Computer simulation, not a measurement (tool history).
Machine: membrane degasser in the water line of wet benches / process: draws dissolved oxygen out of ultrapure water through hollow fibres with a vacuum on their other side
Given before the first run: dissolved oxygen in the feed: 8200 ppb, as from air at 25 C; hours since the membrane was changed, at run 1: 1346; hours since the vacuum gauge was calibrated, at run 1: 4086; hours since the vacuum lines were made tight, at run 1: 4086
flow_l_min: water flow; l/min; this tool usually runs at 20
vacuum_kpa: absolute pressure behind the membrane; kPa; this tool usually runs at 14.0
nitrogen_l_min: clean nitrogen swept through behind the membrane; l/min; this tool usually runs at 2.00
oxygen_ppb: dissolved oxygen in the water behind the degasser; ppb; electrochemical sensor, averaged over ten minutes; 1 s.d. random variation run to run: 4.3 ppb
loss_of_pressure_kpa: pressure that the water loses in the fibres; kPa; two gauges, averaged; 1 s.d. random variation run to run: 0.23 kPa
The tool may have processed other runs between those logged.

| run | hour | flow_l_min | vacuum_kpa | nitrogen_l_min | hours since the membrane was changed | hours since the vacuum gauge was calibrated | hours since the vacuum lines were made tight | oxygen_ppb | loss_of_pressure_kpa |
|---|---|---|---|---|---|---|---|---|---|
| 1 | 0.0 | 20 | 14.0 | 2.00 | 1346 | 4086 | 4086 | 427.4 | 57.21 |
| 2 | 200.5 | 20 | 14.0 | 2.00 | 1547 | 4286 | 4286 | 432.8 | 57.19 |
| 3 | 378.3 | 20 | 14.0 | 2.00 | 1725 | 4464 | 4464 | 422.0 | 57.53 |
| 4 | 522.7 | 20 | 14.0 | 2.00 | 1869 | 4608 | 4608 | 431.7 | 57.63 |
| 5 | 655.7 | 20 | 14.0 | 4.02 | 2002 | 4741 | 4741 | 316.3 | 56.94 |
| 6 | 885.7 | 20 | 14.0 | 4.02 | 2232 | 4971 | 4971 | 316.6 | 57.71 |
| 7 | 1023.0 | 20 | 14.0 | 2.00 | 2369 | 5109 | 5109 | 428.1 | 57.58 |
| 8 | 1166.9 | 30 | 14.0 | 1.13 | 2513 | 5253 | 5253 | 994.5 | 86.29 |
| 9 | 1294.0 | 30 | 14.0 | 1.13 | 2640 | 5380 | 5380 | 996.1 | 85.92 |
| 10 | 1480.0 | 20 | 27.7 | 0.83 | 2826 | 5566 | 5566 | 1279.8 | 58.16 |
| 11 | 1705.4 | 24 | 27.7 | 1.57 | 3052 | 5791 | 5791 | 1012.6 | 69.31 |
| 12 | 1872.9 | 21 | 9.2 | 1.57 | 3219 | 5959 | 5959 | 391.3 | 60.80 |
| 13 | 2027.9 | 20 | 16.5 | 3.30 | 3374 | 6114 | 6114 | 376.4 | 57.32 |

Predict each of these 4 candidate next runs independently; none follows another, all start after run 13:
| A | 2178.3 | 26 | 22.5 | 2.00 | 3525 | 6264 | 6264 | ? | ? |
| B | 2178.3 | 23 | 18.8 | 3.30 | 3525 | 6264 | 6264 | ? | ? |
| C | 2178.3 | 20 | 10.1 | 2.00 | 3525 | 6264 | 6264 | ? | ? |
| D | 2178.3 | 20 | 9.6 | 5.88 | 3525 | 6264 | 6264 | ? | ? |

| run | oxygen_ppb | loss_of_pressure_kpa |
|---|---|---|
| A | 849.4 | 75.76 |
| B | 501.8 | 66.13 |
| C | 342.6 | 57.84 |
| D | 240.8 | 57.83 |
With the hidden condition removed and each run's random variation left untouched, the same runs would have given:
| run | oxygen_ppb | loss_of_pressure_kpa |
|---|---|---|
| A | 848.6 | 75.08 |
| B | 501.2 | 65.52 |
| C | 342.1 | 57.32 |
| D | 240.4 | 57.31 |
